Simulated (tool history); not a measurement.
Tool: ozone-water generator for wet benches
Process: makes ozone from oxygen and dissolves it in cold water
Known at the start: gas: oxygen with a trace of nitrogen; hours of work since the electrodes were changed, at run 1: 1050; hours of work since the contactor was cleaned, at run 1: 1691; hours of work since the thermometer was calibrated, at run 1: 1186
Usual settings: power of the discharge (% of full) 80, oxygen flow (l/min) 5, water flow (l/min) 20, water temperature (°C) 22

run,hour,power of the discharge (% of full),oxygen flow (l/min),water flow (l/min),water temperature (°C),hours of work since the electrodes were changed,hours of work since the contactor was cleaned,hours of work since the thermometer was calibrated,dissolved ozone (ppm),ozone in the gas ahead of the water (g/m3)
1,0,80,5,20,22,1050,1691,1186,22,269.8
2,52.8,93,5,20,22,1094,1734,1230,23.7,292.5
3,104,93,5,20,22,1136,1776,1272,23.8,290.9
4,133.4,80,5,20,27,1160,1800,1296,20.1,270.2
5,171.1,80,5,20,27,1191,1831,1327,19.9,268.8
6,198.1,74,5,20,27,1213,1853,1349,19.5,256.5
7,247.9,74,5,20,27,1254,1894,1390,19.3,255.1
8,302.6,74,5,20,27,1298,1939,1434,19.2,255.8
9,353.3,80,3.23,20,22,1340,1981,1476,19.4,310.1
10,381.3,80,3.23,20,22,1363,2004,1499,19.5,307.1
11,411.6,80,3.23,20,26,1388,2029,1524,18.5,306.6
12,457.9,80,3.23,20,26,1426,2067,1562,18.5,310.5
13,503.2,80,5,20,17,1463,2104,1599,23.4,266.2
14,550.9,80,5,20,17,1502,2143,1638,23.3,269.8
# hour 557.5: contactor cleaned
15,611,80,5,20,17,1548,44,1684,23.2,266.6
16,649.2,80,5,20,17,1579,75,1715,22.9,265.9
# hour 683.7: contactor cleaned, once more
17,698.8,56,5,20,17,1617,12,1753,19.5,218
18,751,51,5,20,25,1660,55,1796,16.5,207
19,806.8,47,3.42,20,22,1705,101,1841,15.1,225.7
20,837.8,67,5,20,20,1731,126,1867,20.6,242.7
21,888.6,49,4.22,21,22,1772,168,1908,15.7,216
22,932.3,92,5,14,18,1808,204,1944,32.8,290.6
23,979.2,74,2.95,28,22,1847,242,1983,13.6,306.4
24,1010.9,74,2.95,23,22,1873,268,2009,16.3,301.3
25,1038.9,74,2.95,23,22,1896,291,2032,16.2,303.9
26,1070.1,78,5.38,20,22,1921,317,2057,21.9,257.5
27,1100.9,78,5.38,20,22,1947,342,2083,21.8,256.1
28,1126.4,83,2.78,31,20,1967,363,2103,12.9,329.6
29,1179.4,50,8.15,17,22,2011,407,2147,19.9,175.3
30,1207.5,45,8.15,17,15,2034,430,2170,21.6,165.4
31,1264.4,59,2.73,22,18,2081,476,2217,15.2,274.9
32,1304.7,80,3.66,27,22,2114,509,2250,15.6,293

Hidden state or all else? Some run-to-run changes of dissolved ozone (ppm), split into what the settings, what came in and random variation would give without the hidden state, and what is left for the hidden state (with any gauge scatter that isn't in both results):
The hidden state here: yield of the discharge, % of new electrodes'; contactor's efficiency, % of a clean one's; true water temperature over the reading, C; drift of the gauge itself on ozone_ppm, %; drift of the gauge itself on gas_g_m3, %.
Run 16 -> 17: power of the discharge (% of full) 80 -> 56, contactor cleaned, once more. dissolved ozone (ppm) -3.4: hidden state +0.8, all else -4.2.
Run 21 -> 22: power of the discharge (% of full) 49 -> 92, oxygen flow (l/min) 4.22 -> 5, water flow (l/min) 21 -> 14, water temperature (°C) 22 -> 18. dissolved ozone (ppm) +17.1: hidden state -0.7, all else +17.8.
Run 22 -> 23: power of the discharge (% of full) 92 -> 74, oxygen flow (l/min) 5 -> 2.95, water flow (l/min) 14 -> 28, water temperature (°C) 18 -> 22. dissolved ozone (ppm) -19.2: hidden state +0.6, all else -19.8.
Run 27 -> 28: power of the discharge (% of full) 78 -> 83, oxygen flow (l/min) 5.38 -> 2.78, water flow (l/min) 20 -> 31, water temperature (°C) 22 -> 20. dissolved ozone (ppm) -8.9: hidden state +0.3, all else -9.2.
